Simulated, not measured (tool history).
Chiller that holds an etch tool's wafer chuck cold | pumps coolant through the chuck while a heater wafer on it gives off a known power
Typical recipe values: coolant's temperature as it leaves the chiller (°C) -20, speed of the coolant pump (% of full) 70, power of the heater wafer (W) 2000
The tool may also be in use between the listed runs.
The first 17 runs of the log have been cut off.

run	hour	coolant's temperature as it leaves the chiller (°C)	speed of the coolant pump (% of full)	power of the heater wafer (W)	hours since the coolant was changed and the channels were flushed	hours since the pump was overhauled	hours since the chiller's thermometer was calibrated	chuck's temperature once it has settled (°C)	how much warmer the coolant comes back (C)
18	2708.8	-20	100	1326	2357	9414	225	-8.2	2.97
19	2858.8	-21	74	2698	2508	9564	375	7.7	8.48
20	3012.8	-25	97	2698	2661	9718	529	-0.6	6.46
21	3166.0	-25	97	2698	2815	9871	682	-0.8	6.35
22	3371.5	-25	97	2698	3020	10076	888	-0.6	6.34
23	3571.2	-25	97	2698	3220	10276	1087	-0.5	6.31
24	3705.4	-25	97	2698	3354	10410	1221	-0.6	6.32
# hour 3744.0: coolant pump overhauled
25	3929.3	-20	70	1649	3573	185	1440	-2.0	5.41
26	4135.2	-20	68	1124	3779	391	1646	-7.6	3.66
27	4327.2	-20	68	1124	3971	583	1838	-7.4	3.66
28	4461.2	-24	70	1317	4105	717	1972	-9.7	4.22
29	4630.7	-24	70	1317	4274	887	2142	-9.6	4.18
30	4834.3	-24	70	1614	4478	1090	2345	-6.4	5.16
31	5049.2	-26	86	2000	4693	1305	2560	-6.7	5.25
# hour 5222.2: chiller's thermometer calibrated
32	5262.8	-26	98	2000	4906	1518	41	-7.9	4.54

Consider 3 possible next runs. They are alternatives, not a sequence: every one starts from the tool as it was left by run 32. What does each give?
A	5395.1	-14	98	2000	5038	1650	173	?	?
B	5395.1	-15	61	2804	5038	1650	173	?	?
C	5395.1	-14	66	1359	5038	1650	173	?	?

run	chuck's temperature once it has settled (°C)	how much warmer the coolant comes back (C)
A	3.9	4.53
B	18.1	10.61
C	1.5	4.59
What these runs would have given with no unlogged condition in the tool:
run	chuck's temperature once it has settled (°C)	how much warmer the coolant comes back (C)
A	3.9	4.81
B	18.0	10.89
C	1.5	4.87
